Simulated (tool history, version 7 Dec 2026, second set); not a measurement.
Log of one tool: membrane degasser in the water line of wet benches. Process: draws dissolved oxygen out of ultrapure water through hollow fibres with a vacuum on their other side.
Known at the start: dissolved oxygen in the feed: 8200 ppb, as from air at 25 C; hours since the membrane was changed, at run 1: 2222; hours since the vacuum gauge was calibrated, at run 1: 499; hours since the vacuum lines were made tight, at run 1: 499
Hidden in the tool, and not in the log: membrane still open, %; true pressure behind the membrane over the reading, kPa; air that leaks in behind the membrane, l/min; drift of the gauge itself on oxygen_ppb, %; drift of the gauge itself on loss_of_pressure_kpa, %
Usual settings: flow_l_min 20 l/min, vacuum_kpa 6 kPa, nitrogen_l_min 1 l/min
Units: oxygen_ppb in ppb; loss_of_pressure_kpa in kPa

| run | hour | flow_l_min | vacuum_kpa | nitrogen_l_min | hours since the membrane was changed | hours since the vacuum gauge was calibrated | hours since the vacuum lines were made tight | oxygen_ppb | loss_of_pressure_kpa |
|---|---|---|---|---|---|---|---|---|---|
| 1 | 0 | 20 | 6 | 1 | 2222 | 499 | 499 | 126.9 | 26.83 |
| 2 | 117.7 | 20 | 6 | 1 | 2340 | 617 | 617 | 127 | 26.98 |
| 3 | 203.1 | 20 | 6 | 1 | 2426 | 702 | 702 | 127.1 | 26.94 |
| 4 | 308 | 20 | 6 | 1 | 2530 | 807 | 807 | 127.2 | 26.81 |
| 5 | 448.6 | 20 | 6 | 1 | 2671 | 948 | 948 | 127.8 | 26.98 |
| 6 | 543.7 | 20 | 6 | 1 | 2766 | 1043 | 1043 | 130.4 | 26.85 |
| 7 | 684.1 | 20 | 10.47 | 1 | 2907 | 1183 | 1183 | 319.2 | 27.02 |
|  | 696.1 | vacuum gauge calibrated |
| 8 | 808.5 | 20 | 6 | 1 | 3030 | 112 | 1307 | 129.2 | 27.15 |
| 9 | 867.3 | 20 | 6 | 1 | 3089 | 171 | 1366 | 129.7 | 27.08 |
| 10 | 985.9 | 20 | 6 | 1 | 3208 | 290 | 1485 | 128.5 | 27.19 |
| 11 | 1088.5 | 20 | 6 | 1 | 3310 | 392 | 1587 | 129.8 | 27.38 |
|  | 1133.8 | vacuum gauge calibrated, once more |
| 12 | 1219.4 | 20 | 6 | 1 | 3441 | 86 | 1718 | 128.8 | 27.17 |
| 13 | 1277.8 | 20 | 6 | 1 | 3499 | 144 | 1776 | 126.7 | 27.26 |
| 14 | 1353.6 | 20 | 6 | 1 | 3575 | 220 | 1852 | 128.2 | 27.14 |
| 15 | 1489.5 | 14 | 6 | 1 | 3711 | 356 | 1988 | 93.9 | 18.95 |
| 16 | 1597.8 | 20 | 8.16 | 1 | 3819 | 464 | 2096 | 223.8 | 27.17 |
| 17 | 1665.1 | 20 | 8.04 | 1 | 3887 | 531 | 2163 | 218.1 | 27.08 |
| 18 | 1757.5 | 20 | 6 | 1.09 | 3979 | 624 | 2256 | 120.3 | 27.42 |
| 19 | 1886.4 | 20 | 6 | 1.09 | 4108 | 753 | 2385 | 117.6 | 27.28 |

The next listed run, before its measurement:
| 20 | 1965.4 | 15 | 6.5 | 2.68 | 4187 | 832 | 2464 | ? | ? |

Run 20 gave oxygen_ppb 46.9 ppb, loss_of_pressure_kpa 20.41 kPa.
Without the tool's hidden state the same run would have given oxygen_ppb 45.7 ppb, loss_of_pressure_kpa 19.87 kPa.

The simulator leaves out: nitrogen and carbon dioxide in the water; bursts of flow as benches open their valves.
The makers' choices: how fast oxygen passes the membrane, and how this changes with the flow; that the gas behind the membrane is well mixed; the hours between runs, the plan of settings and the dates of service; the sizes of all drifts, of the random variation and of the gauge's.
